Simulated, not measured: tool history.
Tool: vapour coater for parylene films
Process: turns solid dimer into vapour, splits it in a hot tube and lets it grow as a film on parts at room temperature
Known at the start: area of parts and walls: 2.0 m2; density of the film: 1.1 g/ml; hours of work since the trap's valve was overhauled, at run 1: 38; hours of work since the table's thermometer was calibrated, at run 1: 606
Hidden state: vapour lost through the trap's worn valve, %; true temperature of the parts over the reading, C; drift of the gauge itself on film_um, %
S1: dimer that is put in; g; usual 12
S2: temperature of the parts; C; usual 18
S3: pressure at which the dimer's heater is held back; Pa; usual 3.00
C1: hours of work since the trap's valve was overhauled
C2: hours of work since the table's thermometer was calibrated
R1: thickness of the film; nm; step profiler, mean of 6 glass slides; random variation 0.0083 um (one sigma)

{"run": 1, "day": 0.0, "S1": 12, "S2": 18, "S3": 3.0, "C1": 38, "C2": 606, "R1": 2727}
{"run": 2, "day": 1.429, "S1": 12, "S2": 18, "S3": 3.0, "C1": 58, "C2": 625, "R1": 2712}
{"run": 3, "day": 2.846, "S1": 12, "S2": 18, "S3": 4.95, "C1": 77, "C2": 644, "R1": 2502}
{"run": 4, "day": 4.138, "S1": 12, "S2": 18, "S3": 4.95, "C1": 94, "C2": 662, "R1": 2505}
{"run": 5, "day": 5.021, "S1": 12, "S2": 18, "S3": 4.95, "C1": 106, "C2": 674, "R1": 2487}
{"run": 6, "day": 5.971, "S1": 12, "S2": 26, "S3": 3.0, "C1": 119, "C2": 686, "R1": 2001}
{"run": 7, "day": 7.308, "S1": 12, "S2": 20, "S3": 3.0, "C1": 137, "C2": 705, "R1": 2484}
{"run": 8, "day": 8.479, "S1": 12, "S2": 20, "S3": 11.8, "C1": 153, "C2": 720, "R1": 2016}
{"run": 9, "day": 9.792, "S1": 12, "S2": 20, "S3": 11.8, "C1": 171, "C2": 738, "R1": 2010}
{"run": 10, "day": 11.212, "S1": 12, "S2": 18, "S3": 7.03, "C1": 190, "C2": 758, "R1": 2331}
{"run": 11, "day": 11.929, "S1": 12, "S2": 18, "S3": 7.03, "C1": 200, "C2": 767, "R1": 2325}
{"run": 12, "day": 12.867, "S1": 12, "S2": 18, "S3": 7.03, "C1": 213, "C2": 780, "R1": 2312}
{"run": 13, "day": 14.312, "S1": 12, "S2": 18, "S3": 11.0, "C1": 232, "C2": 800, "R1": 2165}
{"run": 14, "day": 15.038, "S1": 12, "S2": 18, "S3": 11.0, "C1": 242, "C2": 809, "R1": 2165}
{"run": 15, "day": 15.85, "S1": 21, "S2": 10, "S3": 4.59, "C1": 253, "C2": 820, "R1": 5789}
{"run": 16, "day": 16.579, "S1": 21, "S2": 10, "S3": 4.59, "C1": 263, "C2": 830, "R1": 5803}
{"run": 17, "day": 17.258, "S1": 21, "S2": 10, "S3": 4.59, "C1": 272, "C2": 840, "R1": 5783}
{"run": 18, "day": 17.992, "S1": 10, "S2": 20, "S3": 4.42, "C1": 282, "C2": 849, "R1": 1896}
{"run": 19, "day": 19.204, "S1": 5, "S2": 13, "S3": 2.77, "C1": 299, "C2": 866, "R1": 1326}
{"day": 19.358, "done": "table's thermometer calibrated"}
{"run": 20, "day": 20.662, "S1": 5, "S2": 13, "S3": 2.77, "C1": 318, "C2": 18, "R1": 1322}
{"run": 21, "day": 21.521, "S1": 12, "S2": 16, "S3": 3.0, "C1": 329, "C2": 29, "R1": 2799}
{"day": 21.817, "done": "trap's valve overhauled"}
{"run": 22, "day": 23.088, "S1": 12, "S2": 16, "S3": 3.0, "C1": 17, "C2": 48, "R1": 2923}
{"run": 23, "day": 24.412, "S1": 12, "S2": 16, "S3": 3.0, "C1": 35, "C2": 66, "R1": 2948}
{"run": 24, "day": 25.175, "S1": 8, "S2": 20, "S3": 7.65, "C1": 46, "C2": 77, "R1": 1441}
{"run": 25, "day": 26.321, "S1": 14, "S2": 20, "S3": 7.79, "C1": 61, "C2": 92, "R1": 2537}
{"run": 26, "day": 27.1, "S1": 14, "S2": 22, "S3": 9.87, "C1": 72, "C2": 103, "R1": 2256}
{"day": 27.596, "done": "table's thermometer calibrated, once more"}
{"run": 27, "day": 28.504, "S1": 14, "S2": 22, "S3": 9.87, "C1": 90, "C2": 12, "R1": 2230}
{"run": 28, "day": 29.362, "S1": 6, "S2": 22, "S3": 3.12, "C1": 102, "C2": 24, "R1": 1149}

Forecast each of these 3 alternatives for the next run:
{"run": "A", "day": 30.3, "S1": 6, "S2": 15, "S3": 3.12, "C1": 114, "C2": 37, "R1": "?"}
{"run": "B", "day": 30.3, "S1": 11, "S2": 26, "S3": 2.53, "C1": 114, "C2": 37, "R1": "?"}
{"run": "C", "day": 30.3, "S1": 7, "S2": 22, "S3": 3.98, "C1": 114, "C2": 37, "R1": "?"}

run=A R1=1491
run=B R1=1858
run=C R1=1272
Without the tool's hidden state the same runs would have given:
run=A R1=1526
run=B R1=1903
run=C R1=1302
